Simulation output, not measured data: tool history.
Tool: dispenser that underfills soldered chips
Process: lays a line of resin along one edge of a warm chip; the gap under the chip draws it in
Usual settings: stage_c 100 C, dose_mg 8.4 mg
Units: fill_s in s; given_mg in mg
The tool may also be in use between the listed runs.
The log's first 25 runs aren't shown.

run,hour,stage_c,dose_mg,hours of work since the syringe was changed,hours of work since the valve was cleaned,hours of work since the stage was calibrated,fill_s,given_mg
26,212.7,97,10.83,4,88,168,251.7,10.34
# hour 215.1: new syringe of resin
27,220.2,92,10.31,3,92,173,280.7,9.85
# hour 224.5: new syringe of resin
28,227.7,111,8.4,2,97,177,137,7.96
# hour 234: new syringe of resin
29,234.8,111,8.4,0,101,182,123.5,8.01
# hour 236.6: dispensing valve cleaned and set on the balance
30,243.5,94,10.75,5,4,186,313.7,10.65
# hour 244.7: new syringe of resin
31,251.4,103,7.79,4,9,191,216.3,7.74
# hour 254.3: new syringe of resin
32,258.2,103,7.79,2,13,195,189.8,7.68
# hour 264.2: new syringe of resin
33,266.5,102,7.36,1,18,200,184.4,7.27

Forecast each of these 5 alternatives for the next run:
A,272.5,100,7.94,5,22,204,?,?
B,272.5,102,8.29,5,22,204,?,?
C,272.5,102,7.65,5,22,204,?,?
D,272.5,110,8.22,5,22,204,?,?
E,272.5,102,10.5,5,22,204,?,?

run,fill_s,given_mg
A,256.1,7.8
B,229.8,8.19
C,239.6,7.57
D,178.8,8.11
E,227.4,10.36
Without the tool's hidden state the same runs would have given:
run,fill_s,given_mg
A,167.1,7.9
B,150.2,8.29
C,156.7,7.67
D,117.3,8.22
E,149,10.49

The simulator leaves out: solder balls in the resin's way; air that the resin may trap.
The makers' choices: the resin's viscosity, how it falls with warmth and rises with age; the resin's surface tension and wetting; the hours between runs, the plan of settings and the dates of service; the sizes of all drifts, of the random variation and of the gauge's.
